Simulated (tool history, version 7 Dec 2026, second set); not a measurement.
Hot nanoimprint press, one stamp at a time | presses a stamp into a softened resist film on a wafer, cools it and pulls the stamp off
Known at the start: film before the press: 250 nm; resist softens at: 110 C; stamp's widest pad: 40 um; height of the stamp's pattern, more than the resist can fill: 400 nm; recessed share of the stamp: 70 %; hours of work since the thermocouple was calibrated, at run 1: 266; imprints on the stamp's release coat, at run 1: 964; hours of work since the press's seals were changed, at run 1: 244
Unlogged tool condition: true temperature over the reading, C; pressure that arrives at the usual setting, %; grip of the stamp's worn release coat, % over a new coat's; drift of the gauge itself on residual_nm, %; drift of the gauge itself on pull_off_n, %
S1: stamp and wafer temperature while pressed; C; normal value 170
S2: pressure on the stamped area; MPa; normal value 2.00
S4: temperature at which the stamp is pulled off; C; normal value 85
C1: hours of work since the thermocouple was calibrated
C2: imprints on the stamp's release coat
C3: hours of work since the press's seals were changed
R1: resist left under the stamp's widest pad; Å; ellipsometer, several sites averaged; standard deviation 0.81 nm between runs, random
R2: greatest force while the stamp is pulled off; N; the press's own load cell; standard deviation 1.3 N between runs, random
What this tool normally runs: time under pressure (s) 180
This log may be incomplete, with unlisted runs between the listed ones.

{"run": 1, "hour": 0.0, "S1": 170, "S2": 2.0, "time under pressure (s)": 180, "S4": 85, "C1": 266, "C2": 964, "C3": 244, "R1": 1149, "R2": 101}
{"run": 2, "hour": 13.8, "S1": 170, "S2": 2.0, "time under pressure (s)": 180, "S4": 85, "C1": 276, "C2": 1006, "C3": 253, "R1": 1144, "R2": 100}
{"run": 3, "hour": 38.5, "S1": 170, "S2": 2.0, "time under pressure (s)": 180, "S4": 85, "C1": 292, "C2": 1081, "C3": 269, "R1": 1166, "R2": 103}
{"run": 4, "hour": 57.5, "S1": 170, "S2": 2.0, "time under pressure (s)": 180, "S4": 85, "C1": 305, "C2": 1139, "C3": 282, "R1": 1154, "R2": 102}
{"run": 5, "hour": 77.2, "S1": 170, "S2": 2.0, "time under pressure (s)": 180, "S4": 76, "C1": 318, "C2": 1198, "C3": 295, "R1": 1163, "R2": 118}
{"run": 6, "hour": 103.9, "S1": 170, "S2": 2.0, "time under pressure (s)": 180, "S4": 76, "C1": 336, "C2": 1279, "C3": 313, "R1": 1179, "R2": 116}
{"hour": 113.2, "done": "plate thermocouple calibrated"}
{"run": 7, "hour": 134.9, "S1": 164, "S2": 2.0, "time under pressure (s)": 180, "S4": 85, "C1": 14, "C2": 1364, "C3": 331, "R1": 1702, "R2": 106}
{"run": 8, "hour": 151.8, "S1": 164, "S2": 2.0, "time under pressure (s)": 180, "S4": 85, "C1": 26, "C2": 1416, "C3": 343, "R1": 1701, "R2": 112}
{"run": 9, "hour": 164.3, "S1": 164, "S2": 2.0, "time under pressure (s)": 180, "S4": 85, "C1": 34, "C2": 1454, "C3": 351, "R1": 1719, "R2": 106}
{"run": 10, "hour": 185.8, "S1": 170, "S2": 2.0, "time under pressure (s)": 180, "S4": 85, "C1": 48, "C2": 1519, "C3": 365, "R1": 1239, "R2": 105}
{"run": 11, "hour": 212.7, "S1": 170, "S2": 2.0, "time under pressure (s)": 341, "S4": 85, "C1": 66, "C2": 1601, "C3": 383, "R1": 969, "R2": 111}
{"run": 12, "hour": 228.8, "S1": 170, "S2": 2.0, "time under pressure (s)": 341, "S4": 85, "C1": 77, "C2": 1650, "C3": 394, "R1": 970, "R2": 109}
{"hour": 254.4, "done": "stamp cleaned and given a new release coat"}
{"run": 13, "hour": 257.4, "S1": 170, "S2": 2.0, "time under pressure (s)": 180, "S4": 85, "C1": 92, "C2": 10, "C3": 409, "R1": 1258, "R2": 95}
{"run": 14, "hour": 275.7, "S1": 161, "S2": 2.0, "time under pressure (s)": 180, "S4": 85, "C1": 104, "C2": 65, "C3": 421, "R1": 1980, "R2": 93}
{"run": 15, "hour": 288.5, "S1": 161, "S2": 2.0, "time under pressure (s)": 180, "S4": 74, "C1": 113, "C2": 104, "C3": 430, "R1": 1979, "R2": 109}
{"hour": 298.7, "done": "plate thermocouple calibrated, once more"}
{"run": 16, "hour": 305.3, "S1": 161, "S2": 2.0, "time under pressure (s)": 180, "S4": 74, "C1": 4, "C2": 146, "C3": 439, "R1": 1811, "R2": 104}
{"run": 17, "hour": 326.3, "S1": 170, "S2": 2.0, "time under pressure (s)": 180, "S4": 86, "C1": 18, "C2": 210, "C3": 453, "R1": 1100, "R2": 92}
{"run": 18, "hour": 350.5, "S1": 170, "S2": 2.0, "time under pressure (s)": 149, "S4": 86, "C1": 35, "C2": 284, "C3": 469, "R1": 1191, "R2": 93}
{"run": 19, "hour": 376.6, "S1": 178, "S2": 2.0, "time under pressure (s)": 180, "S4": 85, "C1": 52, "C2": 363, "C3": 486, "R1": 665, "R2": 96}
{"run": 20, "hour": 401.7, "S1": 178, "S2": 2.0, "time under pressure (s)": 180, "S4": 85, "C1": 69, "C2": 439, "C3": 503, "R1": 655, "R2": 96}
{"run": 21, "hour": 429.6, "S1": 169, "S2": 2.0, "time under pressure (s)": 180, "S4": 90, "C1": 87, "C2": 524, "C3": 522, "R1": 1190, "R2": 92}
{"run": 22, "hour": 454.5, "S1": 181, "S2": 1.57, "time under pressure (s)": 180, "S4": 88, "C1": 104, "C2": 600, "C3": 538, "R1": 609, "R2": 94}
{"run": 23, "hour": 477.5, "S1": 170, "S2": 2.65, "time under pressure (s)": 180, "S4": 85, "C1": 119, "C2": 670, "C3": 554, "R1": 997, "R2": 101}
{"run": 24, "hour": 507.2, "S1": 170, "S2": 2.65, "time under pressure (s)": 180, "S4": 85, "C1": 139, "C2": 760, "C3": 573, "R1": 1008, "R2": 98}
{"run": 25, "hour": 522.8, "S1": 170, "S2": 2.0, "time under pressure (s)": 202, "S4": 83, "C1": 149, "C2": 807, "C3": 584, "R1": 1096, "R2": 102}
{"run": 26, "hour": 547.8, "S1": 170, "S2": 2.2, "time under pressure (s)": 202, "S4": 83, "C1": 166, "C2": 883, "C3": 601, "R1": 1041, "R2": 101}
{"run": 27, "hour": 562.5, "S1": 170, "S2": 2.2, "time under pressure (s)": 202, "S4": 83, "C1": 176, "C2": 928, "C3": 610, "R1": 1035, "R2": 105}
{"run": 28, "hour": 583.9, "S1": 170, "S2": 2.2, "time under pressure (s)": 172, "S4": 75, "C1": 190, "C2": 993, "C3": 625, "R1": 1113, "R2": 113}
{"run": 29, "hour": 613.2, "S1": 166, "S2": 1.46, "time under pressure (s)": 95, "S4": 89, "C1": 210, "C2": 1082, "C3": 644, "R1": 1894, "R2": 96}
{"run": 30, "hour": 630.5, "S1": 166, "S2": 1.46, "time under pressure (s)": 95, "S4": 89, "C1": 221, "C2": 1135, "C3": 656, "R1": 1886, "R2": 96}

Consider 3 possible next runs. They are alternatives, not a sequence: every one starts from the tool as it was left by run 30. What does each give?
{"run": "A", "hour": 649.1, "S1": 178, "S2": 2.93, "time under pressure (s)": 95, "S4": 87, "C1": 233, "C2": 1191, "C3": 668, "R1": "?", "R2": "?"}
{"run": "B", "hour": 649.1, "S1": 166, "S2": 1.46, "time under pressure (s)": 196, "S4": 89, "C1": 233, "C2": 1191, "C3": 668, "R1": "?", "R2": "?"}
{"run": "C", "hour": 649.1, "S1": 170, "S2": 1.27, "time under pressure (s)": 257, "S4": 85, "C1": 233, "C2": 1191, "C3": 668, "R1": "?", "R2": "?"}

run=A R1=761 R2=101
run=B R1=1618 R2=98
run=C R1=1221 R2=104
Without the tool's hidden state the same runs would have given:
run=A R1=694 R2=89
run=B R1=1515 R2=86
run=C R1=1131 R2=92
